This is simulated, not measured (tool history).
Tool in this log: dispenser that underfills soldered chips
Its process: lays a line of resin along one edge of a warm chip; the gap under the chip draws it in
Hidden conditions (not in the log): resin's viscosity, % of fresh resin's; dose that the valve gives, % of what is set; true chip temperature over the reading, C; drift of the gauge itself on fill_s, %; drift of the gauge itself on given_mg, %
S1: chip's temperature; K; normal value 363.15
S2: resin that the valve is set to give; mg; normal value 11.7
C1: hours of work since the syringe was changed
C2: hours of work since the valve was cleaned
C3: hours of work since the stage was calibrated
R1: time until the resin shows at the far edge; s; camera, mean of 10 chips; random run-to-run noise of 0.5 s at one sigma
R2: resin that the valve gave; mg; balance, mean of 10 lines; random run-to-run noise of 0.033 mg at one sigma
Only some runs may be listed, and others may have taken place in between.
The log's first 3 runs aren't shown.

| run | hour | S1 | S2 | C1 | C2 | C3 | R1 | R2 |
|---|---|---|---|---|---|---|---|---|
|  | 27.2 | new syringe of resin |
| 4 | 27.2 | 363.15 | 11.7 | 0 | 72 | 106 | 41.9 | 11.06 |
|  | 35.4 | new syringe of resin |
| 5 | 35.4 | 363.15 | 11.7 | 0 | 78 | 112 | 42.0 | 11.03 |
|  | 43.8 | dispensing valve cleaned and set on the balance |
| 6 | 43.8 | 363.15 | 11.7 | 5 | 0 | 118 | 56.9 | 11.71 |
|  | 45.2 | new syringe of resin |
| 7 | 50.9 | 363.15 | 11.7 | 4 | 5 | 123 | 50.8 | 11.69 |
|  | 53.7 | new syringe of resin |
|  | 62.1 | new syringe of resin |
| 8 | 63.8 | 377.15 | 11.7 | 1 | 14 | 132 | 28.4 | 11.58 |
|  | 70.3 | new syringe of resin |
| 9 | 70.3 | 377.15 | 11.7 | 0 | 19 | 136 | 26.3 | 11.60 |
| 10 | 77.5 | 363.15 | 11.7 | 5 | 24 | 141 | 55.0 | 11.52 |
|  | 78.5 | new syringe of resin |
| 11 | 84.2 | 370.15 | 11.7 | 4 | 29 | 146 | 42.5 | 11.46 |
|  | 86.9 | new syringe of resin |
|  | 95.2 | new syringe of resin |
| 12 | 96.4 | 370.15 | 11.7 | 1 | 37 | 155 | 34.2 | 11.45 |
| 13 | 101.8 | 370.15 | 11.7 | 5 | 41 | 159 | 44.4 | 11.42 |
|  | 104.0 | new syringe of resin |
|  | 112.4 | new syringe of resin |
| 14 | 112.4 | 363.15 | 11.7 | 0 | 48 | 166 | 41.8 | 11.32 |
| 15 | 117.8 | 367.15 | 11.7 | 4 | 52 | 170 | 46.7 | 11.28 |
|  | 120.8 | new syringe of resin |
| 16 | 126.3 | 363.15 | 13.3 | 4 | 58 | 176 | 53.1 | 12.77 |
|  | 129.0 | new syringe of resin |
| 17 | 131.9 | 360.15 | 13.3 | 2 | 62 | 180 | 51.5 | 12.80 |
|  | 137.3 | new syringe of resin |
| 18 | 137.9 | 349.15 | 13.3 | 0 | 66 | 184 | 65.6 | 12.70 |
|  | 145.5 | new syringe of resin |
| 19 | 149.2 | 361.15 | 14.0 | 3 | 74 | 192 | 51.4 | 13.29 |
|  | 154.4 | new syringe of resin |
| 20 | 160.9 | 373.15 | 14.4 | 5 | 83 | 200 | 39.0 | 13.66 |
|  | 162.6 | dispensing valve cleaned and set on the balance |
|  | 164.1 | new syringe of resin |
| 21 | 171.8 | 348.15 | 12.4 | 6 | 7 | 208 | 94.0 | 12.27 |
|  | 173.3 | new syringe of resin |
| 22 | 179.4 | 348.15 | 12.4 | 5 | 12 | 213 | 86.8 | 12.25 |
|  | 182.3 | new syringe of resin |
| 23 | 188.2 | 369.15 | 11.9 | 4 | 18 | 219 | 44.1 | 11.74 |
|  | 190.6 | new syringe of resin |
|  | 199.1 | new syringe of resin |
| 24 | 199.3 | 369.15 | 12.0 | 0 | 26 | 227 | 34.9 | 11.75 |

Expected results for the next run?
| 25 | 205.2 | 369.15 | 12.0 | 5 | 30 | 231 | ? | ? |

Run 25 came out at R1 45.5 s, R2 11.75 mg.
With no hidden state in the tool, this same run would have given R1 33.7 s, R2 12.04 mg.

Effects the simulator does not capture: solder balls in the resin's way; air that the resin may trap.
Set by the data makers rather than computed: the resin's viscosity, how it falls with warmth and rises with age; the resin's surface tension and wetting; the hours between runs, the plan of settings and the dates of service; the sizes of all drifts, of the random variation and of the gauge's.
